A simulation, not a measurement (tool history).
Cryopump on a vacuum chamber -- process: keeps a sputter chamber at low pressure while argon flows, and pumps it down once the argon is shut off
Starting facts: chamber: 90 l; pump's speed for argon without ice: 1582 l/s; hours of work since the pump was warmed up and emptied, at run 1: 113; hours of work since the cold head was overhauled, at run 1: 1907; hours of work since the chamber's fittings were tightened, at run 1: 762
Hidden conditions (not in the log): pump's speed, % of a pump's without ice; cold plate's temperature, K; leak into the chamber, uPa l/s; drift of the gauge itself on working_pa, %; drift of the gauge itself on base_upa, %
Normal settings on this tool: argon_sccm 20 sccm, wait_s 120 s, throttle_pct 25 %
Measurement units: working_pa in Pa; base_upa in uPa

run    hour  argon_sccm  wait_s  throttle_pct  hours of work since the pump was warmed up and emptied  hours of work since the cold head was overhauled  hours of work since the chamber's fittings were tightened  working_pa  base_upa
  1     0.0          20     120            25                                                     113                                              1907                                                        762      0.0875      0.56
  2   104.7          20     120            25                                                     160                                              1954                                                        809      0.0881      0.56
  3   183.9          20     120            25                                                     196                                              1989                                                        844      0.0895      0.56
  4   278.3          20     120            20                                                     238                                              2031                                                        886      0.1116      0.58
  5   374.1          20     120            20                                                     281                                              2074                                                        929      0.1132      0.58
  6   477.8          14     120            25                                                     327                                              2121                                                        976      0.0645      0.65
  7   557.2          20     120            25                                                     363                                              2156                                                       1011      0.0932      0.68
  8   628.3          20     120            25                                                     395                                              2188                                                       1043      0.0941      0.70
  9   705.8          20     113            25                                                     429                                              2223                                                       1078      0.0952      0.71
      733.6  -- pump warmed up, emptied and cooled again
 10   782.9          20     120            25                                                      22                                              2255                                                       1110      0.0871      0.62
 11   865.7          20      36            25                                                      59                                              2292                                                       1147      0.0865      1.13
 12   976.5          20      36            25                                                     109                                              2342                                                       1197      0.0878      1.21
 13  1040.8          20     120            25                                                     138                                              2370                                                       1226      0.0885      0.65
 14  1120.4          13     120            25                                                     173                                              2406                                                       1261      0.0567      0.63
 15  1168.6          20     120            25                                                     195                                              2428                                                       1283      0.0896      0.61
 16  1256.1          20     120            25                                                     234                                              2467                                                       1322      0.0904      0.65
 17  1326.0          20     120            25                                                     265                                              2498                                                       1353      0.0912      0.67
 18  1379.4          16     262            30                                                     289                                              2522                                                       1377      0.0613      0.62
 19  1472.7           8     104            47                                                     331                                              2564                                                       1419      0.0212      0.74
 20  1559.9          13     220            43                                                     370                                              2603                                                       1458      0.0371      0.63
 21  1664.8          13     220            43                                                     417                                              2650                                                       1505      0.0392      0.65
     1721.9  -- pump warmed up, emptied and cooled again
 22  1725.2          17     165            46                                                       1                                              2675                                                       1530      0.0405      0.57
 23  1788.3          21     255            59                                                      30                                              2703                                                       1558      0.0397      0.49
 24  1855.4          21     255            59                                                      60                                              2733                                                       1588      0.0394      0.54
 25  1938.9          11     215            57                                                      97                                              2770                                                       1625      0.0214      0.54
 26  2025.3          11     144            19                                                     136                                              2809                                                       1664      0.0632      0.63
 27  2083.4          11     144            19                                                     162                                              2835                                                       1690      0.0645      0.67
 28  2172.5          11     144            19                                                     202                                              2875                                                       1730      0.0642      0.67
 29  2275.5          11     144            18                                                     248                                              2921                                                       1776      0.0683      0.71
 30  2374.8          25     120            45                                                     292                                              2965                                                       1820      0.0660      0.80
 31  2439.9          25      98            16                                                     321                                              2994                                                       1849      0.1749      0.81
 32  2541.6          20      37            53                                                     367                                              3040                                                       1895      0.0475      1.40
 33  2644.4          15     120            33                                                     413                                              3086                                                       1941      0.0562      0.89
     2708.4  -- pump warmed up, emptied and cooled again
 34  2728.4          15     120            33                                                       9                                              3121                                                       1976      0.0498      0.68

Hidden condition of the tool, last listed run before each entry between runs versus first listed run after:
Between runs 9 and 10: pump warmed up, emptied and cooled again (hour 733.6)
  pump's speed, % of a pump's without ice: 70.2 -> 98.3; cold plate's temperature, K: 13.4 -> 13.41; leak into the chamber, uPa l/s: 509 -> 514
  measured value less the no-hidden-state value, working_pa: +0.0100 -> +0.0010 Pa; base_upa: +0.29 -> +0.15 uPa
Between runs 21 and 22: pump warmed up, emptied and cooled again (hour 1721.9)
  pump's speed, % of a pump's without ice: 72.8 -> 99.2; cold plate's temperature, K: 13.62 -> 13.63; leak into the chamber, uPa l/s: 587 -> 592
  measured value less the no-hidden-state value, working_pa: +0.0059 -> +0.0007 Pa; base_upa: +0.34 -> +0.21 uPa
Between runs 33 and 34: pump warmed up, emptied and cooled again (hour 2708.4)
  pump's speed, % of a pump's without ice: 71.8 -> 99.3; cold plate's temperature, K: 13.84 -> 13.86; leak into the chamber, uPa l/s: 669 -> 675
  measured value less the no-hidden-state value, working_pa: +0.0072 -> +0.0008 Pa; base_upa: +0.43 -> +0.26 uPa
